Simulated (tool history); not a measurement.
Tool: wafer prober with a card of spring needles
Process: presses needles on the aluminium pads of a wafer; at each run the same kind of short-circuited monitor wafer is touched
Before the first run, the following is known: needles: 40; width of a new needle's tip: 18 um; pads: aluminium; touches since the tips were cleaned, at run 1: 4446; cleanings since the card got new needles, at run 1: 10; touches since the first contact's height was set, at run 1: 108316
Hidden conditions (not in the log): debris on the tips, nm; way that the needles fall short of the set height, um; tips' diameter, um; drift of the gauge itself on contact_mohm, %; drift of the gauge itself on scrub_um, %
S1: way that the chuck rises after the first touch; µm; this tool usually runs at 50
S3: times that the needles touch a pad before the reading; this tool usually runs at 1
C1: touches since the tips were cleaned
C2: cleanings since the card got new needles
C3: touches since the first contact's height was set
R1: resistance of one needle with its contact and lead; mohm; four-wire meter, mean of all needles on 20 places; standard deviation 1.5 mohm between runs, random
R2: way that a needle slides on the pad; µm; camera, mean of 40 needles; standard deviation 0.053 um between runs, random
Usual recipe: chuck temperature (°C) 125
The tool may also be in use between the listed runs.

run 1 day=0 | S1=50 chuck_temperature_(°C)=125 S3=1 | C1=4446 C2=10 C3=108316 | R1=148 R2=13.55
run 2 day=0.283 | S1=50 chuck_temperature_(°C)=125 S3=1 | C1=8119 C2=10 C3=111989 | R1=147 R2=13.57
-- day=0.338 tips cleaned on abrasive film
run 3 day=0.546 | S1=50 chuck_temperature_(°C)=125 S3=1 | C1=2743 C2=11 C3=115373 | R1=147 R2=13.62
run 4 day=0.979 | S1=50 chuck_temperature_(°C)=125 S3=1 | C1=8345 C2=11 C3=120975 | R1=146 R2=13.56
-- day=1.029 tips cleaned on abrasive film
run 5 day=1.288 | S1=50 chuck_temperature_(°C)=61 S3=1 | C1=3323 C2=12 C3=124926 | R1=136 R2=13.46
run 6 day=1.496 | S1=50 chuck_temperature_(°C)=125 S3=1 | C1=6067 C2=12 C3=127670 | R1=147 R2=13.57
-- day=1.733 tips cleaned on abrasive film
run 7 day=1.912 | S1=50 chuck_temperature_(°C)=125 S3=2 | C1=2309 C2=13 C3=133002 | R1=147 R2=13.62
run 8 day=2.346 | S1=50 chuck_temperature_(°C)=125 S3=2 | C1=7943 C2=13 C3=138636 | R1=146 R2=13.58
-- day=2.433 tips cleaned on abrasive film
run 9 day=2.567 | S1=50 chuck_temperature_(°C)=125 S3=2 | C1=1708 C2=14 C3=141457 | R1=147 R2=13.61
run 10 day=2.792 | S1=50 chuck_temperature_(°C)=125 S3=2 | C1=4650 C2=14 C3=144399 | R1=147 R2=13.53
-- day=3.138 tips cleaned on abrasive film
run 11 day=3.208 | S1=50 chuck_temperature_(°C)=125 S3=3 | C1=917 C2=15 C3=149776 | R1=148 R2=13.59
run 12 day=3.562 | S1=50 chuck_temperature_(°C)=125 S3=1 | C1=5497 C2=15 C3=154356 | R1=147 R2=13.45
-- day=3.838 tips cleaned on abrasive film
run 13 day=3.988 | S1=50 chuck_temperature_(°C)=125 S3=1 | C1=1971 C2=16 C3=159856 | R1=148 R2=13.57
run 14 day=4.292 | S1=50 chuck_temperature_(°C)=125 S3=1 | C1=5924 C2=16 C3=163809 | R1=148 R2=13.43
run 15 day=4.508 | S1=50 chuck_temperature_(°C)=125 S3=1 | C1=8734 C2=16 C3=166619 | R1=147 R2=13.55
-- day=4.542 tips cleaned on abrasive film
run 16 day=4.771 | S1=50 chuck_temperature_(°C)=125 S3=1 | C1=2950 C2=17 C3=169971 | R1=147 R2=13.59
run 17 day=5.079 | S1=50 chuck_temperature_(°C)=125 S3=1 | C1=6944 C2=17 C3=173965 | R1=150 R2=13.53
-- day=5.229 tips cleaned on abrasive film
run 18 day=5.467 | S1=50 chuck_temperature_(°C)=125 S3=1 | C1=3072 C2=18 C3=178967 | R1=147 R2=13.61
run 19 day=5.7 | S1=50 chuck_temperature_(°C)=125 S3=1 | C1=6129 C2=18 C3=182024 | R1=148 R2=13.59
-- day=5.933 tips cleaned on abrasive film
run 20 day=6.104 | S1=50 chuck_temperature_(°C)=125 S3=1 | C1=2258 C2=19 C3=187223 | R1=146 R2=13.65
run 21 day=6.4 | S1=50 chuck_temperature_(°C)=85 S3=2 | C1=6109 C2=19 C3=191074 | R1=138 R2=13.51
-- day=6.642 tips cleaned on abrasive film
run 22 day=6.75 | S1=31 chuck_temperature_(°C)=42 S3=1 | C1=1426 C2=20 C3=195564 | R1=154 R2=8.31
run 23 day=7.054 | S1=31 chuck_temperature_(°C)=42 S3=1 | C1=5394 C2=20 C3=199532 | R1=152 R2=8.38
-- day=7.338 tips cleaned on abrasive film
run 24 day=7.483 | S1=31 chuck_temperature_(°C)=42 S3=1 | C1=1896 C2=21 C3=205045 | R1=151 R2=8.42
run 25 day=7.704 | S1=31 chuck_temperature_(°C)=42 S3=1 | C1=4754 C2=21 C3=207903 | R1=153 R2=8.45
run 26 day=7.896 | S1=52 chuck_temperature_(°C)=109 S3=1 | C1=7277 C2=21 C3=210426 | R1=141 R2=14.14
-- day=8.017 tips cleaned on abrasive film
run 27 day=8.342 | S1=52 chuck_temperature_(°C)=109 S3=1 | C1=4219 C2=22 C3=216135 | R1=141 R2=14.13
run 28 day=8.542 | S1=55 chuck_temperature_(°C)=125 S3=2 | C1=6810 C2=22 C3=218726 | R1=143 R2=14.88
-- day=8.729 tips cleaned on abrasive film
run 29 day=8.942 | S1=55 chuck_temperature_(°C)=70 S3=3 | C1=2786 C2=23 C3=223910 | R1=134 R2=14.97
run 30 day=9.179 | S1=67 chuck_temperature_(°C)=70 S3=3 | C1=5847 C2=23 C3=226971 | R1=128 R2=18.16
-- day=9.417 tips cleaned on abrasive film
run 31 day=9.483 | S1=46 chuck_temperature_(°C)=50 S3=1 | C1=871 C2=24 C3=230871 | R1=135 R2=12.48
-- day=9.688 height of the first contact set anew
run 32 day=9.75 | S1=61 chuck_temperature_(°C)=37 S3=1 | C1=4171 C2=24 C3=780 | R1=123 R2=16.61

Alternative continuations, all from the tool just after run 32; predict every row:
run A day=10.025 | S1=59 chuck_temperature_(°C)=41 S3=2 | C1=7762 C2=24 C3=4371 | R1=? R2=?
run B day=10.025 | S1=69 chuck_temperature_(°C)=58 S3=2 | C1=7762 C2=24 C3=4371 | R1=? R2=?
run C day=10.025 | S1=42 chuck_temperature_(°C)=43 S3=1 | C1=7762 C2=24 C3=4371 | R1=? R2=?

run=A R1=125 R2=15.96
run=B R1=124 R2=18.64
run=C R1=141 R2=11.4
Had the tool no hidden state, the same runs would have come out as:
run=A R1=125 R2=15.96
run=B R1=124 R2=18.64
run=C R1=140 R2=11.4
